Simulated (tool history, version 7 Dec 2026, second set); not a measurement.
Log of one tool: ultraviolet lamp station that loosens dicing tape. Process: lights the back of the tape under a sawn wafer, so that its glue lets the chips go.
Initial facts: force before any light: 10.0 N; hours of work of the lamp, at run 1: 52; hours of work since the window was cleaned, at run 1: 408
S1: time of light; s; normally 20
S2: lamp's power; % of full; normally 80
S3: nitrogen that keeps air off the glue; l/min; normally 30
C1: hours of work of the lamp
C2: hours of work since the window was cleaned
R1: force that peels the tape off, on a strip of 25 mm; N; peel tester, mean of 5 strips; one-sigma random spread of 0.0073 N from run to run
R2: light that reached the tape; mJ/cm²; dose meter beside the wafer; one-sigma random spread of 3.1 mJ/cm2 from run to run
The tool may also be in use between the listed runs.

{"run": 1, "hour": 0.0, "S1": 20, "S2": 80, "S3": 30, "C1": 52, "C2": 408, "R1": 0.315, "R2": 416}
{"hour": 16.7, "done": "window cleaned of glue's vapour"}
{"run": 2, "hour": 30.1, "S1": 20, "S2": 80, "S3": 30, "C1": 75, "C2": 11, "R1": 0.342, "R2": 392}
{"run": 3, "hour": 67.9, "S1": 30, "S2": 80, "S3": 30, "C1": 105, "C2": 41, "R1": 0.221, "R2": 576}
{"run": 4, "hour": 86.4, "S1": 30, "S2": 80, "S3": 30, "C1": 120, "C2": 55, "R1": 0.213, "R2": 575}
{"run": 5, "hour": 108.0, "S1": 30, "S2": 80, "S3": 30, "C1": 137, "C2": 72, "R1": 0.209, "R2": 570}
{"hour": 114.4, "done": "window cleaned of glue's vapour, once more"}
{"run": 6, "hour": 144.3, "S1": 30, "S2": 80, "S3": 30, "C1": 165, "C2": 24, "R1": 0.203, "R2": 645}
{"run": 7, "hour": 176.6, "S1": 30, "S2": 80, "S3": 30, "C1": 191, "C2": 49, "R1": 0.2, "R2": 634}
{"run": 8, "hour": 216.0, "S1": 30, "S2": 80, "S3": 30, "C1": 222, "C2": 80, "R1": 0.203, "R2": 623}
{"run": 9, "hour": 246.4, "S1": 25, "S2": 80, "S3": 30, "C1": 246, "C2": 105, "R1": 0.231, "R2": 510}
{"run": 10, "hour": 265.5, "S1": 35, "S2": 80, "S3": 38, "C1": 261, "C2": 120, "R1": 0.187, "R2": 709}
{"run": 11, "hour": 302.5, "S1": 35, "S2": 80, "S3": 38, "C1": 290, "C2": 149, "R1": 0.188, "R2": 694}
{"run": 12, "hour": 341.2, "S1": 35, "S2": 80, "S3": 38, "C1": 321, "C2": 180, "R1": 0.188, "R2": 681}
{"run": 13, "hour": 362.7, "S1": 18, "S2": 82, "S3": 12, "C1": 338, "C2": 197, "R1": 0.931, "R2": 352}
{"run": 14, "hour": 390.8, "S1": 24, "S2": 71, "S3": 49, "C1": 360, "C2": 219, "R1": 0.248, "R2": 407}
{"run": 15, "hour": 411.1, "S1": 23, "S2": 85, "S3": 28, "C1": 376, "C2": 235, "R1": 0.264, "R2": 462}

4 options for the next run, each taken on its own from the tool as it stands now. Forecast them:
{"run": "A", "hour": 447.6, "S1": 25, "S2": 84, "S3": 13, "C1": 405, "C2": 264, "R1": "?", "R2": "?"}
{"run": "B", "hour": 447.6, "S1": 20, "S2": 88, "S3": 39, "C1": 405, "C2": 264, "R1": "?", "R2": "?"}
{"run": "C", "hour": 447.6, "S1": 21, "S2": 85, "S3": 23, "C1": 405, "C2": 264, "R1": "?", "R2": "?"}
{"run": "D", "hour": 447.6, "S1": 25, "S2": 79, "S3": 21, "C1": 405, "C2": 264, "R1": "?", "R2": "?"}

run=A R1=0.453 R2=486
run=B R1=0.284 R2=413
run=C R1=0.373 R2=412
run=D R1=0.329 R2=461
Had the tool no hidden state, the same runs would have come out as:
run=A R1=0.302 R2=603
run=B R1=0.229 R2=511
run=C R1=0.260 R2=511
run=D R1=0.237 R2=571

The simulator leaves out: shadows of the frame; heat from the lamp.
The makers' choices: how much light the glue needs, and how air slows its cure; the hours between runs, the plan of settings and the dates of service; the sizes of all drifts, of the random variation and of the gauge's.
